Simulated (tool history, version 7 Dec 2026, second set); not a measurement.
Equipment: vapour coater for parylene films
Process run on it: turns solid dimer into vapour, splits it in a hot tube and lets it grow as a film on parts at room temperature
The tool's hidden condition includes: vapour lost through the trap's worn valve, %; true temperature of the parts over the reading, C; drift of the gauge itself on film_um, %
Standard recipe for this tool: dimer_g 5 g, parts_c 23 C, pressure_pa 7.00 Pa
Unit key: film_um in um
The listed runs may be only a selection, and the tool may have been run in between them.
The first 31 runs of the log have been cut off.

run    hour  dimer_g  parts_c  pressure_pa  hours of work since the trap's valve was overhauled  hours of work since the table's thermometer was calibrated  film_um
 32  1008.4        5       24        10.30                                                  269                                                          54     2.10
 33  1039.9        5       28         2.13                                                  287                                                          71     2.18
 34  1066.8        5       28         2.13                                                  301                                                          85     2.15
 35  1095.3        5       28         2.13                                                  317                                                         101     2.12
 36  1115.9        2       26         2.13                                                  328                                                         112     0.91
 37  1137.0        2       26         2.13                                                  340                                                         124     0.92
     1140.5  -- table's thermometer calibrated, once more
 38  1177.3        2       27         4.67                                                  361                                                          20     0.75
     1214.1  -- trap's valve overhauled
 39  1216.6        2       34         5.26                                                    1                                                          39     0.74
 40  1245.9        2       34         5.26                                                   17                                                          55     0.73
 41  1285.2        2       34         5.26                                                   39                                                          77     0.71
 42  1309.4        3       25         2.19                                                   52                                                          90     1.50

Branching from run 42: 5 alternative next runs. What would each branch give?
  A  1337.3        5       16         5.54                                                   67                                                         105        ?
  B  1337.3        4       18         2.19                                                   67                                                         105        ?
  C  1337.3        5       23         2.29                                                   67                                                         105        ?
  D  1337.3        3       18         2.19                                                   67                                                         105        ?
  E  1337.3        8       21         8.34                                                   67                                                         105        ?

run  film_um
  A     2.87
  B     2.40
  C     2.61
  D     1.80
  E     3.88
What these runs would have given with no unlogged condition in the tool:
run  film_um
  A     2.92
  B     2.44
  C     2.66
  D     1.84
  E     3.96
